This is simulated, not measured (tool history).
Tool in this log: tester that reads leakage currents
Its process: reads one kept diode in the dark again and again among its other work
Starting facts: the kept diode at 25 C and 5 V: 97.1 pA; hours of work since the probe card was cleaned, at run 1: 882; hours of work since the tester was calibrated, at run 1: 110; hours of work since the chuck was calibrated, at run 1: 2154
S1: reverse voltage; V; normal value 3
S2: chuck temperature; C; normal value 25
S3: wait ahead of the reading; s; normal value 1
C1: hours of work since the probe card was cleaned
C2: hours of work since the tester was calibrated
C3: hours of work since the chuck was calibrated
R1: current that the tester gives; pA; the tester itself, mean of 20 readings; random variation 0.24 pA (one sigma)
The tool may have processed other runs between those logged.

run,hour,S1,S2,S3,C1,C2,C3,R1
1,0,3,25,1,882,110,2154,76.79
2,29.7,3,25,1,897,124,2168,77.17
3,72.9,3,25,1,917,144,2188,77.33
4,127.3,3,25,1,943,170,2214,76.86
5,154.6,3,25,1,956,183,2227,76.73
6,199.2,3,25,1,977,204,2248,77.27
7,226.6,3,25,1,990,217,2261,76.94
8,278,3,40,1,1014,241,2286,274.57
9,329.4,3,40,1,1038,266,2310,275.5
10,360.4,3,40,1,1053,280,2325,274.13
11,392.1,3,40,1,1068,295,2340,275.45
12,419.3,3,21,1,1081,308,2352,54.07
13,471.7,3,21,1,1106,333,2377,53.79
14,512.2,3,25,1,1125,352,2396,77.17
15,538.6,3,33,1,1138,365,2409,154.88
16,579.5,3,33,1,1157,384,2428,155.07
17,619.8,3,33,1,1176,403,2447,154.3
18,646,3,42,1,1189,416,2460,322.17
19,687.1,3,25,1,1208,435,2479,77.44
# hour 728.5: chuck's temperature calibrated
20,730.3,3,25,1,1227,455,1,76.82
# hour 781.2: probe card cleaned and baked
21,788.9,5.29,57,1,4,481,27,1318.43
22,837.8,13.9,57,1,27,504,50,2061.84
23,879.7,5.52,48,1.02,47,524,70,680.77
24,919.4,1.59,48,6.04,65,543,89,385.25
25,965,6.18,35,6.04,87,564,111,254.06
26,1006.8,3.43,21,1,107,584,130,57.32
27,1060,6.23,40,4.29,132,609,156,385.56
28,1092.5,6.23,40,4.29,147,625,171,384.94
29,1133.6,3.66,33,3.18,167,644,190,168.72
30,1187.2,3.66,33,3.18,192,670,216,168.31
31,1222.5,3,46,1,209,686,233,444.36
32,1245.4,9.18,24,0.91,220,697,243,119.05
33,1273.9,9.18,24,0.91,233,711,257,118.48
34,1311.9,1.58,25,0.51,251,729,275,57.47
35,1357.9,2.65,25,7.89,273,751,297,72.5
36,1403.1,2.65,25,7.89,295,772,318,72.61
37,1447.6,7.14,29,1,316,793,339,163.26
38,1476.5,7.14,29,1,329,807,353,163.25
39,1512,2.48,20,6.47,346,824,370,44.42
40,1545.3,2.48,20,6.47,362,839,386,44.55

Measured result minus the same run's result without the hidden state. Both carry the same run-to-run variation, though not necessarily the same gauge scatter:
Unlogged tool condition in this case: stray current of the dirty probe card, pA a volt; current scale over the true one, %; true chuck temperature over the reading, C; drift of the gauge itself on leakage_pa, %.
run,R1
1,+0.1
2,+0.1
3,+0.1
4,+0.1
5,+0.1
6,+0.1
7,+0.11
8,+0.22
9,+0.23
10,+0.22
11,+0.23
12,+0.1
13,+0.1
14,+0.11
15,+0.16
16,+0.17
17,+0.16
18,+0.28
19,+0.12
20,+0.04
21,-0.25
22,-0.38
23,-0.13
24,-0.07
25,-0.04
26,-0.01
27,-0.06
28,-0.05
29,-0.02
30,-0.01
31,-0.06
32,+0.01
33,+0.02
34,-0.01
35,+0
36,+0
37,+0.01
38,+0.01
39,+0
40,+0.01
